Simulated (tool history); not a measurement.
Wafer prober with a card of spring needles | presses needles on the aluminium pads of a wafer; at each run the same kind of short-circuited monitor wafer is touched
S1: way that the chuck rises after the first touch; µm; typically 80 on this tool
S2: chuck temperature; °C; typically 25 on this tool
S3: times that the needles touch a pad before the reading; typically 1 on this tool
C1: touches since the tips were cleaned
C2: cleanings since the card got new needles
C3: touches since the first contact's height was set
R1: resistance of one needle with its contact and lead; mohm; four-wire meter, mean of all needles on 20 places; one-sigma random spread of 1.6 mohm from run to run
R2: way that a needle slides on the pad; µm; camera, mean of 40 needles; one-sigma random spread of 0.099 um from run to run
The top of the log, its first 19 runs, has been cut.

| run | hour | S1 | S2 | S3 | C1 | C2 | C3 | R1 | R2 |
|---|---|---|---|---|---|---|---|---|---|
| 20 | 223.3 | 94 | 25 | 1 | 5996 | 21 | 157262 | 150 | 18.97 |
|  | 224.5 | tips cleaned on abrasive film |
| 21 | 236.2 | 61 | 34 | 1 | 2310 | 22 | 159784 | 156 | 12.41 |
| 22 | 246.6 | 61 | 34 | 1 | 4358 | 22 | 161832 | 157 | 12.29 |
|  | 256.2 | tips cleaned on abrasive film |
| 23 | 259.5 | 80 | 31 | 2 | 649 | 23 | 164350 | 151 | 16.11 |
| 24 | 272.7 | 80 | 43 | 2 | 3250 | 23 | 166951 | 153 | 16.08 |
|  | 288.4 | tips cleaned on abrasive film |
| 25 | 290.2 | 80 | 43 | 2 | 347 | 24 | 170370 | 153 | 16.09 |
| 26 | 306.3 | 71 | 39 | 2 | 3518 | 24 | 173541 | 158 | 14.32 |
|  | 320.2 | tips cleaned on abrasive film |
| 27 | 322.3 | 80 | 52 | 3 | 410 | 25 | 176661 | 155 | 16.09 |
| 28 | 334.5 | 80 | 118 | 3 | 2816 | 25 | 179067 | 165 | 15.92 |
|  | 352.4 | tips cleaned on abrasive film |
| 29 | 352.4 | 92 | 118 | 3 | 0 | 26 | 182571 | 164 | 18.37 |
| 30 | 369.7 | 80 | 25 | 3 | 3400 | 26 | 185971 | 154 | 16.10 |

For run 31, what comes out?
| 31 | 377.2 | 93 | 34 | 1 | 4876 | 26 | 187447 | ? | ? |

For run 31 the tool returned R1 150 mohm, R2 18.59 µm.
The same run, on a tool lacking any hidden state, would have yielded R1 149 mohm, R2 18.59 µm.
